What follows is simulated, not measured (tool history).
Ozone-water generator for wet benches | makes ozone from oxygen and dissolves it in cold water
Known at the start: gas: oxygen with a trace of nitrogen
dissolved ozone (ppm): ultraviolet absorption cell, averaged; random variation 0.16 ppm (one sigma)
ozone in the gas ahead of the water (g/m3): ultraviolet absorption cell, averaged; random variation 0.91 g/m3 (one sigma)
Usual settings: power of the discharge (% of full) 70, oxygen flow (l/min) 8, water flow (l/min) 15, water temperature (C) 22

run	hour	power of the discharge (% of full)	oxygen flow (l/min)	water flow (l/min)	water temperature (C)	dissolved ozone (ppm)	ozone in the gas ahead of the water (g/m3)
1	0	70	8	15	22	21.3	151.2
2	30.9	70	8	15	22	21.2	151.3
3	44.7	70	8	15	22	21.2	152.1
4	65.5	70	8	21	22	17.3	153.2
5	88.5	70	8	21	22	17.4	152
6	112.6	70	8	15	22	20.7	152.7
7	127	57	8	15	22	18.7	134.4
8	152.8	57	8	15	22	19	135.5
9	175.4	57	5.53	15	22	19.1	161.2
10	200	57	5.53	15	22	19.3	160.8
11	219.5	57	6.48	15	22	19	148.8
12	243.1	57	6.48	15	22	18.9	149.4
13	258.7	70	8	15	22	21.4	152.1
14	288	53	8	15	22	17.7	131.5
15	318.8	70	8	15	17	23.3	153.3
16	349.3	70	8	15	17	23.5	152.9
17	364.4	70	8	15	22	21.4	151.8
18	384.1	70	8	15	22	21.3	153.9
19	408.8	70	8	15	22	21.2	152.8
20	433.7	70	6.22	15	22	21.6	171.4
# hour 445.1: contactor cleaned
21	469.8	53	8	16	22	17.3	130.4
22	492.2	83	8	16	25	21.3	169.6
23	508.4	70	8	15	27	19	155
24	528.9	70	5.35	13	27	21.6	185.5
25	547.5	70	13.21	15	30	16.1	122.6
26	560.7	40	8.68	11	20	18.1	106.5
27	573.8	97	7.34	11	22	30.3	195.7
28	593.6	49	8	9	17	24.5	124.6
29	612.5	54	14.39	17	17	17.5	100.2
30	642.5	54	14.39	17	17	17.7	102.1
31	658.8	54	14.39	17	17	17.4	101.3
32	686.2	64	14.39	17	26	15.6	112.1
33	713.1	49	7.19	14	17	19.7	131.1

Measured less the same run without the tool's hidden state. The same run-to-run variation is in both; the gauge's scatter may not be:
The hidden state here: yield of the discharge, % of new electrodes'; contactor's efficiency, % of a clean one's; true water temperature over the reading, C; drift of the gauge itself on ozone_ppm, %; drift of the gauge itself on gas_g_m3, %.
run	ozone in the gas ahead of the water (g/m3)
1	+0
2	+0.1
3	+0.2
4	+0.4
5	+0.4
6	+0.5
7	+0.5
8	+0.6
9	+0.9
10	+1.1
11	+1.1
12	+1.2
13	+1.4
14	+1.3
15	+1.6
16	+1.8
17	+1.8
18	+2
19	+2.1
20	+2.5
21	+2.1
22	+2.7
23	+2.6
24	+3.3
25	+2.2
26	+2
27	+3.8
28	+2.4
29	+2.1
30	+2.2
31	+2.3
32	+2.5
33	+3.1
dissolved ozone (ppm): within 0.1 of the measured result in every run.
